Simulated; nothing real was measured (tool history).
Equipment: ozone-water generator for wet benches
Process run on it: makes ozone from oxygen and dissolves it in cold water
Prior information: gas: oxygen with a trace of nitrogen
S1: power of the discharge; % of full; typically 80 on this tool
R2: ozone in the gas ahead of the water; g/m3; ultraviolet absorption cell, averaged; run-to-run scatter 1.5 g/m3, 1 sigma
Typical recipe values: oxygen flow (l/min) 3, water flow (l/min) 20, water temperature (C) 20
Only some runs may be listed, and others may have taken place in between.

{"run": 1, "hour": 0.0, "S1": 80, "oxygen flow (l/min)": 3, "water flow (l/min)": 20, "water temperature (C)": 20, "dissolved ozone (ppm)": 20, "R2": 236.4}
{"run": 2, "hour": 73.6, "S1": 80, "oxygen flow (l/min)": 2.12, "water flow (l/min)": 20, "water temperature (C)": 20, "dissolved ozone (ppm)": 18.9, "R2": 292.4}
{"run": 3, "hour": 135.6, "S1": 80, "oxygen flow (l/min)": 2.12, "water flow (l/min)": 20, "water temperature (C)": 20, "dissolved ozone (ppm)": 18.8, "R2": 290.8}
{"run": 4, "hour": 226.7, "S1": 80, "oxygen flow (l/min)": 3, "water flow (l/min)": 20, "water temperature (C)": 20, "dissolved ozone (ppm)": 19.3, "R2": 236.8}
{"run": 5, "hour": 275.6, "S1": 80, "oxygen flow (l/min)": 3, "water flow (l/min)": 20, "water temperature (C)": 20, "dissolved ozone (ppm)": 19.4, "R2": 236.9}
{"run": 6, "hour": 331.2, "S1": 80, "oxygen flow (l/min)": 3, "water flow (l/min)": 20, "water temperature (C)": 20, "dissolved ozone (ppm)": 19.3, "R2": 234.4}
{"run": 7, "hour": 395.7, "S1": 63, "oxygen flow (l/min)": 3, "water flow (l/min)": 20, "water temperature (C)": 13, "dissolved ozone (ppm)": 17.4, "R2": 199}
{"run": 8, "hour": 464.9, "S1": 71, "oxygen flow (l/min)": 3.26, "water flow (l/min)": 30, "water temperature (C)": 17, "dissolved ozone (ppm)": 12.8, "R2": 204.9}
{"run": 9, "hour": 519.7, "S1": 80, "oxygen flow (l/min)": 3, "water flow (l/min)": 15, "water temperature (C)": 27, "dissolved ozone (ppm)": 21.4, "R2": 230.2}
{"run": 10, "hour": 590.3, "S1": 80, "oxygen flow (l/min)": 3, "water flow (l/min)": 15, "water temperature (C)": 27, "dissolved ozone (ppm)": 21.3, "R2": 228.9}
{"run": 11, "hour": 672.2, "S1": 87, "oxygen flow (l/min)": 2.38, "water flow (l/min)": 28, "water temperature (C)": 20, "dissolved ozone (ppm)": 14.4, "R2": 279.8}
{"run": 12, "hour": 718.4, "S1": 87, "oxygen flow (l/min)": 2.38, "water flow (l/min)": 28, "water temperature (C)": 20, "dissolved ozone (ppm)": 14.4, "R2": 276}

Some steps in dissolved ozone (ppm) between neighbouring runs. How much of each would the tool show without its hidden state too (settings, what came in, random variation), and how much is left for the hidden state, with any gauge scatter that isn't in both results?
Hidden conditions of the tool in this case: yield of the discharge, % of new electrodes'; contactor's efficiency, % of a clean one's; true water temperature over the reading, C; drift of the gauge itself on ozone_ppm, %; drift of the gauge itself on gas_g_m3, %.
Run 8 -> 9: S1 71 -> 80, oxygen flow (l/min) 3.26 -> 3, water flow (l/min) 30 -> 15, water temperature (C) 17 -> 27. dissolved ozone (ppm) +8.6: hidden state -2.6, all else +11.2.

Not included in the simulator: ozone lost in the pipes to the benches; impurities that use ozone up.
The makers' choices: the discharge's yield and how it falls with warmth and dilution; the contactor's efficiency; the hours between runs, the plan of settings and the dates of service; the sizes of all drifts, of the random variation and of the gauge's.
